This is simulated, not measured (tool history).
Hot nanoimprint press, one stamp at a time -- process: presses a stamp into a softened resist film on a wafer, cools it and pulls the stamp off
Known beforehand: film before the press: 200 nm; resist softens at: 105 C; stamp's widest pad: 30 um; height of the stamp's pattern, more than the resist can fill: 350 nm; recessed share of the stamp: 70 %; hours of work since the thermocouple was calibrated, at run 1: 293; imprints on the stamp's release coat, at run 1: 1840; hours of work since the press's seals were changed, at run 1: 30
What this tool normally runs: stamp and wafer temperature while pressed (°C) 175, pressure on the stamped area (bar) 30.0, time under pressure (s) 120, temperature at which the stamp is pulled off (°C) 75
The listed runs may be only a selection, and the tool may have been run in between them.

run   hour  stamp and wafer temperature while pressed (°C)  pressure on the stamped area (bar)  time under pressure (s)  temperature at which the stamp is pulled off (°C)  hours of work since the thermocouple was calibrated  imprints on the stamp's release coat  hours of work since the press's seals were changed  resist left under the stamp's widest pad (Å)  greatest force while the stamp is pulled off (N)
  1    0.0                                             175                                30.0                      120                                                 75                                                  293                                  1840                                                  30                                           877                                               138
  2    5.5                                             175                                30.0                      115                                                 75                                                  295                                  1859                                                  33                                           897                                               137
  3   15.6                                             175                                30.0                      120                                                 77                                                  299                                  1892                                                  37                                           877                                               138
  4   28.6                                             175                                30.0                      120                                                 77                                                  305                                  1935                                                  42                                           881                                               138
  5   35.1                                             175                                30.0                      120                                                 77                                                  307                                  1956                                                  45                                           884                                               137
  6   44.2                                             175                                30.0                      120                                                 77                                                  311                                  1986                                                  49                                           877                                               137
  7   56.3                                             175                                30.0                      120                                                 71                                                  316                                  2026                                                  54                                           867                                               151
  8   67.8                                             175                                30.0                      193                                                 71                                                  321                                  2064                                                  59                                           741                                               150
  9   78.9                                             175                                30.0                      193                                                 71                                                  326                                  2101                                                  63                                           729                                               149
 10   88.7                                             175                                30.0                      193                                                 71                                                  330                                  2133                                                  67                                           732                                               160
 11  101.2                                             175                                30.0                      193                                                 71                                                  335                                  2175                                                  73                                           728                                               161
 12  112.1                                             175                                30.0                      193                                                 71                                                  339                                  2211                                                  77                                           734                                               155
 13  125.4                                             175                                30.0                      193                                                 71                                                  345                                  2255                                                  83                                           744                                               156
     133.1  -- stamp cleaned and given a new release coat
 14  140.3                                             163                                24.9                      183                                                 72                                                  349                                    24                                                  86                                          1444                                               148
 15  152.2                                             163                                24.9                      183                                                 72                                                  354                                    63                                                  91                                          1447                                               144
     161.8  -- plate thermocouple calibrated
 16  164.1                                             172                                46.8                       81                                                 60                                                    1                                    93                                                  95                                           932                                               182
 17  177.3                                             172                                29.8                       81                                                 65                                                    6                                   136                                                 101                                          1152                                               165
 18  188.1                                             175                                46.7                       66                                                 65                                                   11                                   172                                                 105                                           874                                               170
 19  198.2                                             175                                20.7                      225                                                 81                                                   15                                   205                                                 109                                           837                                               128
 20  208.1                                             173                                22.7                      207                                                 78                                                   19                                   238                                                 113                                           932                                               129
 21  219.1                                             166                                30.0                      128                                                 69                                                   24                                   274                                                 118                                          1320                                               164
 22  224.6                                             174                                30.0                      128                                                 60                                                   26                                   292                                                 120                                           906                                               186
 23  236.8                                             174                                30.0                      128                                                 60                                                   31                                   333                                                 125                                           883                                               184
 24  242.6                                             184                                21.7                      233                                                 76                                                   34                                   352                                                 128                                           515                                               136
 25  253.0                                             175                                30.0                      117                                                 75                                                   38                                   386                                                 132                                           894                                               140
 26  265.2                                             175                                30.0                       79                                                 74                                                   43                                   427                                                 137                                           999                                               143

Each row is a separate what-if for the run after 26, all from the same tool condition, not one after another. Results?
  A  276.3                                             178                                26.0                       79                                                 66                                                   48                                   463                                                 142                                             ?                                                 ?
  B  276.3                                             180                                30.0                       79                                                 74                                                   48                                   463                                                 142                                             ?                                                 ?
  C  276.3                                             167                                22.3                      155                                                 75                                                   48                                   463                                                 142                                             ?                                                 ?
  D  276.3                                             169                                41.1                       69                                                 75                                                   48                                   463                                                 142                                             ?                                                 ?

run  resist left under the stamp's widest pad (Å)  greatest force while the stamp is pulled off (N)
  A                                           938                                               162
  B                                           793                                               140
  C                                          1345                                               143
  D                                          1228                                               142
Had the tool no hidden state, the same runs would have come out as:
run  resist left under the stamp's widest pad (Å)  greatest force while the stamp is pulled off (N)
  A                                           937                                               161
  B                                           793                                               140
  C                                          1344                                               143
  D                                          1227                                               141
